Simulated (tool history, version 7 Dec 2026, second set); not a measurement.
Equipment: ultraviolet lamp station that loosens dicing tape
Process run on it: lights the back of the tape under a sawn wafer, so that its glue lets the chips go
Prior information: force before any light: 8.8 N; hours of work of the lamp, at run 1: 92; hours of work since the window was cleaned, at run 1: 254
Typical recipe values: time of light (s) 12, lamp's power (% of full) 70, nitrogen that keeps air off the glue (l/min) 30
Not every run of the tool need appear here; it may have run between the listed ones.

run   hour  time of light (s)  lamp's power (% of full)  nitrogen that keeps air off the glue (l/min)  hours of work of the lamp  hours of work since the window was cleaned  force that peels the tape off (N)  light that reached the tape (mJ/cm²)
  1    0.0                 12                        70                                            30                         92                                         254                              1.112                                   479
  2    9.0                 12                        70                                            30                         97                                         259                              1.146                                   476
  3   17.2                 12                        70                                            18                        102                                         264                              1.391                                   477
  4   26.5                 12                        70                                            18                        108                                         270                              1.473                                   477
  5   36.6                 12                        70                                            30                        114                                         276                              1.123                                   478
  6   45.4                 12                        70                                            30                        120                                         282                              1.121                                   485
  7   57.4                 17                        97                                            38                        127                                         289                              0.205                                   935
  8   65.2                 19                        97                                            12                        132                                         294                              0.325                                  1053
  9   77.3                 19                        97                                            12                        139                                         301                              0.330                                  1050
 10   91.0                 12                        65                                            12                        148                                         310                              1.898                                   446
 11   99.2                 19                        83                                            19                        153                                         315                              0.344                                   891
 12  112.9                 19                        83                                            19                        161                                         323                              0.334                                   896

Alternative continuations, all from the tool just after run 12; predict every row:
     125.7  -- window cleaned of glue's vapour
  A  127.8                 18                        83                                            46                        170                                           1                                  ?                                     ?
     125.7  -- window cleaned of glue's vapour
  B  127.8                  7                        69                                            30                        170                                           1                                  ?                                     ?
     125.7  -- window cleaned of glue's vapour
  C  127.8                  9                        97                                             9                        170                                           1                                  ?                                     ?
     125.7  -- window cleaned of glue's vapour
  D  127.8                  8                        70                                            19                        170                                           1                                  ?                                     ?
     125.7  -- window cleaned of glue's vapour
  E  127.8                  6                        83                                            21                        170                                           1                                  ?                                     ?

run  force that peels the tape off (N)  light that reached the tape (mJ/cm²)
  A                              0.233                                   851
  B                              2.654                                   275
  C                              1.862                                   496
  D                              2.549                                   323
  E                              2.775                                   278
Without the tool's unlogged condition, the same runs would have read:
run  force that peels the tape off (N)  light that reached the tape (mJ/cm²)
  A                              0.232                                   851
  B                              2.651                                   276
  C                              1.860                                   497
  D                              2.546                                   323
  E                              2.772                                   279
